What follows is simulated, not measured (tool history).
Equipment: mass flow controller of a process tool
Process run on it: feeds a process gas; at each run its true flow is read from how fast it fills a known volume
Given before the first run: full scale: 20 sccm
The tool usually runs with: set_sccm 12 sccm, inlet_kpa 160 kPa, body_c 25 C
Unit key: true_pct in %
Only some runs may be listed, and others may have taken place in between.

run,day,set_sccm,inlet_kpa,body_c,true_pct
1,0,12,160,25,100.08
2,5.871,12,160,25,100.3
3,16.458,12,160,23,100.1
4,21.725,12,160,23,100.1
5,29.004,12,160,23,100.02
6,37.442,12,160,23,100.24
7,44.983,12,160,23,100.16
8,55.962,19,160,23,100.6
9,66.371,19,160,23,100.6
10,72.208,19,160,23,100.56
11,78.571,12,211,25,100.9
12,88.438,12,211,25,100.92
13,98.604,12,211,25,101.05
14,105.092,12,160,22,100.41
15,110.962,12,160,22,100.46
16,118.221,12,160,30,101.28
17,123.346,12,233,25,101.42
18,133.217,12,233,25,101.23
19,138.488,12,160,35,101.87
20,143.721,12,197,25,101.26
21,149.271,12,197,25,101.19
22,154.483,12,197,25,101.25
23,165.646,12,197,25,101.79
24,177.267,12,160,25,101.56
25,183.875,6,178,25,100.05
26,194.529,6,178,25,100.22
27,201.433,4,142,25,99.88
28,209.567,2,142,22,99.83
29,216.438,2,142,22,100.04
30,221.533,18,142,21,100.62
31,229.017,18,142,21,100.56
32,235.771,18,268,21,101.47
33,243.896,13,183,27,101.06
34,254.529,19,186,36,102.72
35,260.383,11,160,23,100.58
36,270.042,11,160,23,100.71
37,280.242,11,160,23,100.74
38,285.4,6,175,23,100.79
39,291.629,6,175,23,100.7
40,300.758,4,175,23,100.83
41,312.329,4,175,23,101.03
42,321.417,11,265,23,99.48
43,326.579,12,160,26,99.29
44,332.508,12,160,26,99.28
45,340.512,4,156,27,99.01
46,346.796,12,151,31,99.83
47,351.525,12,267,32,100.61

Put back what was entered between runs (3 entries, withheld): which listed runs does each sit between, and how does the hidden state differ from the listed run before to the listed run after?
Run 22 -> run 23: controller's zero set anew (day 155.062)
  flow at rest that the sensor doesn't see, % of full scale: 0.446 -> 0.691; true flow over the shown one, %: 1.15 -> 1.19
  measured minus no-state result, true_pct: +1.89 -> +2.34 %
Run 24 -> run 25: controller's zero set anew, once more (day 183.492)
  flow at rest that the sensor doesn't see, % of full scale: 0.705 -> 0.017; true flow over the shown one, %: 1.23 -> 1.26
  measured minus no-state result, true_pct: +2.4 -> +1.31 %
Run 41 -> run 42: controller exchanged for a calibrated one (day 313.517)
  flow at rest that the sensor doesn't see, % of full scale: 0.183 -> 0.02; true flow over the shown one, %: 1.74 -> -0.06
  measured minus no-state result, true_pct: +2.65 -> -0.02 %
